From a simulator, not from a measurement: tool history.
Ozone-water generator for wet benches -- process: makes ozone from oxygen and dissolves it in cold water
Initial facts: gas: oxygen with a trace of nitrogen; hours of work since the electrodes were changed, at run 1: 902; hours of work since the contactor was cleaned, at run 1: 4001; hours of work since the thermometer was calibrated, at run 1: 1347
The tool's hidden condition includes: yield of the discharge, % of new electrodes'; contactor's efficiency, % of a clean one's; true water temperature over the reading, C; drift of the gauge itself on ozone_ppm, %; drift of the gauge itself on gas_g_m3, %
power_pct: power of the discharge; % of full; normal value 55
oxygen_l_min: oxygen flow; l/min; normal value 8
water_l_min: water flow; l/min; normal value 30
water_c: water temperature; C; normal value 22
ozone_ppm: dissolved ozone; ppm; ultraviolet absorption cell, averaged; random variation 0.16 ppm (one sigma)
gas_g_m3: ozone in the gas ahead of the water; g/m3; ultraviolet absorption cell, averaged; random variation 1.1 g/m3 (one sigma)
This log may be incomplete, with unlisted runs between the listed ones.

run,hour,power_pct,oxygen_l_min,water_l_min,water_c,hours of work since the electrodes were changed,hours of work since the contactor was cleaned,hours of work since the thermometer was calibrated,ozone_ppm,gas_g_m3
1,0,55,8,30,22,902,4001,1347,20.7,205.4
2,77.2,55,8,30,22,967,4066,1412,20.6,203.5
3,184.6,55,8,30,22,1057,4156,1502,21.3,203.8
4,256.6,55,8,30,22,1117,4216,1563,20.9,204.4
5,394,55,8,30,22,1233,4331,1678,20.6,201.9
6,491.8,55,8,30,22,1315,4414,1760,20.4,202.6
# hour 507.3: contactor cleaned
7,611,55,8,44,22,1412,87,1857,14,201.1
8,686.1,55,8,44,22,1475,150,1920,13.9,201.9
9,771.8,54,6.9,44,22,1546,222,1992,13.7,216.7
10,902.8,71,8,30,16,1656,332,2101,27.2,251.4
11,977.1,55,8,30,20,1719,394,2164,20.7,200
# hour 1034.8: contactor cleaned, once more
12,1128,55,5.63,43,22,1842,78,2287,14.4,244.5
13,1187.5,55,8,30,21,1892,128,2337,21.1,198.6
14,1323.8,55,8,30,21,2006,242,2451,21,202.2
15,1458,55,8,30,21,2119,355,2564,20.8,200.7

Per-run results on a tool with no hidden state, each run keeping its own random variation:
run,ozone_ppm,gas_g_m3
1,21.4,208.3
2,21.4,206.7
3,22.1,207.4
4,21.7,208.3
5,21.5,206.3
6,21.4,207.3
7,14.8,206.3
8,14.7,207.4
9,14.6,222.8
10,29.1,261.7
11,22.1,206.6
12,14.9,253.3
13,21.9,206
14,21.9,210.2
15,21.8,209.2

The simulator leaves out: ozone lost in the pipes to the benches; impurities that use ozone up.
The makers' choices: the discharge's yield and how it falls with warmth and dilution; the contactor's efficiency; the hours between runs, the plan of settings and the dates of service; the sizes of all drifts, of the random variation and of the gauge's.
